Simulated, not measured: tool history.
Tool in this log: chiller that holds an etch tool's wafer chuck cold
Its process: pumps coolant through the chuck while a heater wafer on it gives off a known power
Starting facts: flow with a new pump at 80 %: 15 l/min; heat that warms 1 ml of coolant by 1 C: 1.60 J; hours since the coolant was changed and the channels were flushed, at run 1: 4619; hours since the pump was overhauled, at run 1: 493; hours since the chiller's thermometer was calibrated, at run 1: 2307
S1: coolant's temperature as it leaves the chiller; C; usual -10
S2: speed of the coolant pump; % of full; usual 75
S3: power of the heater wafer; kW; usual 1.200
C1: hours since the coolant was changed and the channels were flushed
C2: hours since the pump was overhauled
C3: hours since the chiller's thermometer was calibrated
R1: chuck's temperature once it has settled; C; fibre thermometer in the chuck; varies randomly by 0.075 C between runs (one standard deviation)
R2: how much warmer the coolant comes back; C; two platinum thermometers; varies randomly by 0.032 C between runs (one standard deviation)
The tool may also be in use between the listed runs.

{"run": 1, "hour": 0.0, "S1": -10, "S2": 75, "S3": 1.2, "C1": 4619, "C2": 493, "C3": 2307, "R1": -1.21, "R2": 3.22}
{"run": 2, "hour": 27.8, "S1": -10, "S2": 75, "S3": 1.2, "C1": 4647, "C2": 520, "C3": 2335, "R1": -1.21, "R2": 3.21}
{"run": 3, "hour": 52.2, "S1": -10, "S2": 64, "S3": 1.2, "C1": 4671, "C2": 545, "C3": 2359, "R1": -0.35, "R2": 3.82}
{"run": 4, "hour": 83.3, "S1": -10, "S2": 64, "S3": 1.2, "C1": 4702, "C2": 576, "C3": 2390, "R1": -0.38, "R2": 3.82}
{"run": 5, "hour": 108.8, "S1": -10, "S2": 64, "S3": 1.2, "C1": 4727, "C2": 601, "C3": 2416, "R1": -0.29, "R2": 3.84}
{"run": 6, "hour": 143.7, "S1": -10, "S2": 64, "S3": 1.2, "C1": 4762, "C2": 636, "C3": 2450, "R1": -0.26, "R2": 3.83}
{"run": 7, "hour": 163.7, "S1": -10, "S2": 64, "S3": 1.603, "C1": 4782, "C2": 656, "C3": 2471, "R1": 3.02, "R2": 5.16}
{"run": 8, "hour": 184.4, "S1": -10, "S2": 75, "S3": 1.19, "C1": 4803, "C2": 677, "C3": 2491, "R1": -1.34, "R2": 3.23}
{"run": 9, "hour": 217.1, "S1": -10, "S2": 75, "S3": 1.19, "C1": 4836, "C2": 710, "C3": 2524, "R1": -1.29, "R2": 3.2}
{"run": 10, "hour": 233.1, "S1": 0, "S2": 75, "S3": 1.602, "C1": 4852, "C2": 726, "C3": 2540, "R1": 11.87, "R2": 4.33}
{"run": 11, "hour": 248.5, "S1": -11, "S2": 99, "S3": 0.96, "C1": 4867, "C2": 741, "C3": 2555, "R1": -5.0, "R2": 1.9}
{"run": 12, "hour": 264.6, "S1": -13, "S2": 61, "S3": 1.538, "C1": 4883, "C2": 757, "C3": 2571, "R1": -0.1, "R2": 5.27}
{"run": 13, "hour": 298.7, "S1": -13, "S2": 84, "S3": 1.538, "C1": 4917, "C2": 791, "C3": 2606, "R1": -2.4, "R2": 3.64}
{"run": 14, "hour": 328.4, "S1": -4, "S2": 73, "S3": 0.916, "C1": 4947, "C2": 821, "C3": 2635, "R1": 2.84, "R2": 2.46}
{"run": 15, "hour": 356.9, "S1": -4, "S2": 73, "S3": 0.916, "C1": 4976, "C2": 849, "C3": 2664, "R1": 2.99, "R2": 2.52}
{"run": 16, "hour": 393.0, "S1": -4, "S2": 73, "S3": 0.916, "C1": 5012, "C2": 886, "C3": 2700, "R1": 2.9, "R2": 2.54}
{"run": 17, "hour": 426.9, "S1": -7, "S2": 75, "S3": 1.2, "C1": 5046, "C2": 919, "C3": 2734, "R1": 1.83, "R2": 3.22}

For some of the steps in R1 from one run to the next: how much would appear even if the tool had no hidden state, given the settings, what came in and random variation, and how much remains for the hidden state plus any gauge scatter that the measured result and the result without hidden state don't share?
Unlogged tool condition in this case: heat passed by the chuck's channels, % of clean ones'; flow at a given pump speed, % of a new pump's; coolant's true temperature over the reading, C; drift of the gauge itself on chuck_c, C; drift of the gauge itself on warmer_back_c, C.
Run 10 -> 11: S1 0 -> -11, S2 75 -> 99, S3 1.602 -> 0.960. R1 -16.87 C: hidden state -0.28, all else -16.59.
Run 11 -> 12: S1 -11 -> -13, S2 99 -> 61, S3 0.960 -> 1.538. R1 +4.90 C: hidden state +0.32, all else +4.58.
